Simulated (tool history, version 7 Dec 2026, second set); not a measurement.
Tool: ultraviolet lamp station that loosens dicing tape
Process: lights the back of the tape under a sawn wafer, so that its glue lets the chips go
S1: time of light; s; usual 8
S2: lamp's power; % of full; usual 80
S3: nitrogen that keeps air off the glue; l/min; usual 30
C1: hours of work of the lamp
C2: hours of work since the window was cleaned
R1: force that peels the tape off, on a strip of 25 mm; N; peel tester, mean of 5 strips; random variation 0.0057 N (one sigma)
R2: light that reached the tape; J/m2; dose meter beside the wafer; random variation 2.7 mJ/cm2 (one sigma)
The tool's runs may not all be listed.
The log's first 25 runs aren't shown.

run	day	S1	S2	S3	C1	C2	R1	R2
26	23.7	16	80	30	927	100	0.085	5560
27	24.367	8	77	9	938	111	0.433	2670
28	25.262	11	77	18	954	127	0.162	3630
29	26.471	13	77	13	974	147	0.139	4240
30	27.425	13	77	13	991	164	0.135	4210
31	28.379	13	77	24	1007	180	0.116	4170
32	29.554	13	77	24	1027	200	0.108	4060
33	30.142	13	77	24	1037	210	0.12	4070
34	30.654	9	80	46	1045	218	0.184	2890
35	31.379	5	80	30	1058	231	0.661	1640
36	31.962	14	85	30	1068	241	0.09	4740
37	32.942	9	73	52	1084	257	0.23	2620
38	33.5	14	73	33	1094	267	0.113	3970
39	34.758	14	73	24	1115	288	0.123	3940
40	35.933	11	77	30	1135	308	0.171	3170
41	36.5	11	77	14	1145	318	0.228	3190
42	37.688	8	90	14	1165	338	0.351	2690

Forecast each of these 3 alternatives for the next run:
A	38.454	12	90	26	1178	351	?	?
B	38.454	5	87	14	1178	351	?	?
C	38.454	8	90	14	1178	351	?	?

run	R1	R2
A	0.124	3970
B	0.832	1620
C	0.356	2660
Without the tool's hidden state the same runs would have given:
run	R1	R2
A	0.081	5990
B	0.412	2440
C	0.15	4010
